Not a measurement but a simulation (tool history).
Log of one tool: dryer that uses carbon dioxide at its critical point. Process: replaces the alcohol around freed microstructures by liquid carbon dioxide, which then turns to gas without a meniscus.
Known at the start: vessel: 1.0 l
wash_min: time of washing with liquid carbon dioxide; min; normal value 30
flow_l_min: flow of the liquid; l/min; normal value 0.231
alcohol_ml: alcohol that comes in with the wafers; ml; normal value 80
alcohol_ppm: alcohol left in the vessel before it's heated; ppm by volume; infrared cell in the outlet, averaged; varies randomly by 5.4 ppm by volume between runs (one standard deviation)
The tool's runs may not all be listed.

{"run": 1, "hour": 0.0, "wash_min": 30, "flow_l_min": 0.231, "alcohol_ml": 80, "alcohol_ppm": 293}
{"hour": 5.2, "done": "inlet filter changed"}
{"run": 2, "hour": 12.8, "wash_min": 30, "flow_l_min": 0.231, "alcohol_ml": 80, "alcohol_ppm": 137}
{"run": 3, "hour": 20.4, "wash_min": 30, "flow_l_min": 0.231, "alcohol_ml": 80, "alcohol_ppm": 149}
{"run": 4, "hour": 32.9, "wash_min": 30, "flow_l_min": 0.231, "alcohol_ml": 80, "alcohol_ppm": 142}
{"run": 5, "hour": 46.4, "wash_min": 30, "flow_l_min": 0.231, "alcohol_ml": 61, "alcohol_ppm": 115}
{"run": 6, "hour": 57.4, "wash_min": 30, "flow_l_min": 0.231, "alcohol_ml": 61, "alcohol_ppm": 119}
{"run": 7, "hour": 65.1, "wash_min": 19, "flow_l_min": 0.231, "alcohol_ml": 80, "alcohol_ppm": 1459}
{"run": 8, "hour": 78.5, "wash_min": 30, "flow_l_min": 0.231, "alcohol_ml": 80, "alcohol_ppm": 162}
{"run": 9, "hour": 87.4, "wash_min": 30, "flow_l_min": 0.231, "alcohol_ml": 80, "alcohol_ppm": 169}
{"run": 10, "hour": 103.1, "wash_min": 30, "flow_l_min": 0.231, "alcohol_ml": 80, "alcohol_ppm": 175}
{"run": 11, "hour": 111.4, "wash_min": 30, "flow_l_min": 0.231, "alcohol_ml": 80, "alcohol_ppm": 172}
{"run": 12, "hour": 121.4, "wash_min": 30, "flow_l_min": 0.231, "alcohol_ml": 80, "alcohol_ppm": 178}
{"run": 13, "hour": 134.8, "wash_min": 30, "flow_l_min": 0.269, "alcohol_ml": 80, "alcohol_ppm": 79}
{"run": 14, "hour": 141.5, "wash_min": 30, "flow_l_min": 0.269, "alcohol_ml": 80, "alcohol_ppm": 87}
{"run": 15, "hour": 150.5, "wash_min": 20, "flow_l_min": 0.231, "alcohol_ml": 80, "alcohol_ppm": 1368}
{"run": 16, "hour": 158.9, "wash_min": 20, "flow_l_min": 0.231, "alcohol_ml": 72, "alcohol_ppm": 1247}

Run 17 is up next; what results do you expect?
{"run": 17, "hour": 167.9, "wash_min": 29, "flow_l_min": 0.231, "alcohol_ml": 80, "alcohol_ppm": "?"}

Run 17 measured alcohol_ppm 245 ppm by volume.
Were there no unlogged condition in the tool, this run, its random variation unchanged, would have produced alcohol_ppm 164 ppm by volume.

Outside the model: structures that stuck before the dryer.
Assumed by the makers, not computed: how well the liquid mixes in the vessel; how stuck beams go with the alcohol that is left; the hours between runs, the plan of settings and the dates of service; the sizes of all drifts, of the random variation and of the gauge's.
